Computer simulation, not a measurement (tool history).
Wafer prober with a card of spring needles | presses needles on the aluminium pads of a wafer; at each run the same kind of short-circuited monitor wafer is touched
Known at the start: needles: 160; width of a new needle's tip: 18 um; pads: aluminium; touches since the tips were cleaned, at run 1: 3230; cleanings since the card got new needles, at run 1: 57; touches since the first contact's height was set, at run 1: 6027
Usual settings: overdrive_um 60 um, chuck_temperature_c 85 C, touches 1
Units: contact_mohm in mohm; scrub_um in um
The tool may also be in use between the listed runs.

run,day,overdrive_um,chuck_temperature_c,touches,touches since the tips were cleaned,cleanings since the card got new needles,touches since the first contact's height was set,contact_mohm,scrub_um
1,0.000,60,85,1,3230,57,6027,130,9.34
# day 0.167: tips cleaned on abrasive film
# day 0.504: tips cleaned on abrasive film
# day 0.917: tips cleaned on abrasive film
2,0.929,60,85,1,212,60,21579,129,9.31
# day 1.262: tips cleaned on abrasive film
# day 1.596: tips cleaned on abrasive film
# day 1.967: tips cleaned on abrasive film
3,1.967,60,85,1,0,63,38934,128,9.34
# day 2.379: tips cleaned on abrasive film
# day 2.796: tips cleaned on abrasive film
4,2.858,60,51,1,1059,65,53955,123,9.32
# day 3.192: tips cleaned on abrasive film
# day 3.596: tips cleaned on abrasive film
# day 3.933: tips cleaned on abrasive film
# day 4.267: tips cleaned on abrasive film
5,4.342,60,51,1,1317,69,78834,122,9.32
# day 4.675: tips cleaned on abrasive film
# day 5.008: tips cleaned on abrasive film
# day 5.342: tips cleaned on abrasive film
# day 5.754: tips cleaned on abrasive film
6,6.079,60,85,1,5496,73,107999,128,9.32
# day 6.167: tips cleaned on abrasive film
# day 6.500: tips cleaned on abrasive film
# day 6.750: height of the first contact set anew
# day 6.921: tips cleaned on abrasive film
# day 7.254: tips cleaned on abrasive film
# day 7.588: tips cleaned on abrasive film
7,7.692,60,85,1,1738,78,15724,127,9.34
# day 7.942: tips cleaned on abrasive film
# day 8.350: tips cleaned on abrasive film
# day 8.683: tips cleaned on abrasive film
# day 9.100: tips cleaned on abrasive film
8,9.404,60,85,1,5199,82,44531,127,9.33
# day 9.492: tips cleaned on abrasive film
# day 9.908: tips cleaned on abrasive film
# day 10.312: tips cleaned on abrasive film
9,10.554,60,85,1,4117,85,63782,130,9.33
# day 10.721: tips cleaned on abrasive film
# day 11.058: tips cleaned on abrasive film
# day 11.392: tips cleaned on abrasive film
10,11.671,60,85,1,4764,88,82541,128,9.35
# day 11.758: tips cleaned on abrasive film
# day 12.092: tips cleaned on abrasive film
# day 12.500: tips cleaned on abrasive film
# day 12.879: tips cleaned on abrasive film
11,12.879,60,108,1,0,92,102733,132,9.33
# day 13.283: tips cleaned on abrasive film
# day 13.692: tips cleaned on abrasive film
# day 13.871: height of the first contact set anew
# day 14.050: tips cleaned on abrasive film
12,14.050,60,85,1,0,95,3008,128,9.31
# day 14.467: tips cleaned on abrasive film
# day 14.800: tips cleaned on abrasive film
13,14.838,60,85,1,686,97,16226,128,9.33
# day 15.158: tips cleaned on abrasive film
# day 15.562: tips cleaned on abrasive film
# day 15.958: tips cleaned on abrasive film
14,16.200,60,85,1,4101,100,39121,127,9.35
# day 16.358: tips cleaned on abrasive film
# day 16.775: tips cleaned on abrasive film
# day 17.179: tips cleaned on abrasive film
15,17.312,60,85,1,2330,103,57781,128,9.33
# day 17.562: tips cleaned on abrasive film
# day 17.900: tips cleaned on abrasive film
# day 18.308: tips cleaned on abrasive film
16,18.379,54,44,1,1188,106,75596,125,8.39
# day 18.712: tips cleaned on abrasive film
# day 19.117: tips cleaned on abrasive film
17,19.254,60,85,2,2306,108,90291,128,9.33
# day 19.504: tips cleaned on abrasive film
# day 19.908: tips cleaned on abrasive film
18,20.225,76,87,2,5375,110,106670,123,11.82
# day 20.312: tips cleaned on abrasive film
# day 20.725: tips cleaned on abrasive film
# day 20.983: height of the first contact set anew
# day 21.071: tips cleaned on abrasive film
19,21.100,76,87,2,491,113,1890,126,11.84
# day 21.433: tips cleaned on abrasive film
# day 21.767: tips cleaned on abrasive film
# day 22.183: tips cleaned on abrasive film
# day 22.517: tips cleaned on abrasive film
20,22.704,76,52,2,3182,117,28810,119,11.82
# day 22.867: tips cleaned on abrasive film
# day 23.279: tips cleaned on abrasive film
# day 23.692: tips cleaned on abrasive film
# day 24.025: tips cleaned on abrasive film
21,24.058,76,52,2,566,121,51520,117,11.81
# day 24.388: tips cleaned on abrasive film
# day 24.804: tips cleaned on abrasive film
# day 25.138: tips cleaned on abrasive film
22,25.388,47,70,1,4227,124,73801,131,7.33
# day 25.471: tips cleaned on abrasive film
# day 25.879: tips cleaned on abrasive film
# day 26.212: tips cleaned on abrasive film
23,26.317,74,87,2,1728,127,89339,125,11.52
# day 26.567: tips cleaned on abrasive film
# day 26.900: tips cleaned on abrasive film
# day 27.317: tips cleaned on abrasive film
# day 27.650: tips cleaned on abrasive film
24,27.708,46,63,1,970,131,112665,131,7.18
# day 28.038: tips cleaned on abrasive film
# day 28.050: height of the first contact set anew
# day 28.467: tips cleaned on abrasive film
# day 28.883: tips cleaned on abrasive film
25,28.883,46,63,2,0,134,13985,129,7.16

The next listed run, before its measurement:
# day 29.217: tips cleaned on abrasive film
# day 29.625: tips cleaned on abrasive film
# day 30.042: tips cleaned on abrasive film
# day 30.454: tips cleaned on abrasive film
26,30.471,60,42,1,313,138,40603,?,?

Run 26 gave contact_mohm 120 mohm, scrub_um 9.35 um.
Without the tool's hidden state the same run would have given contact_mohm 120 mohm, scrub_um 9.35 um.
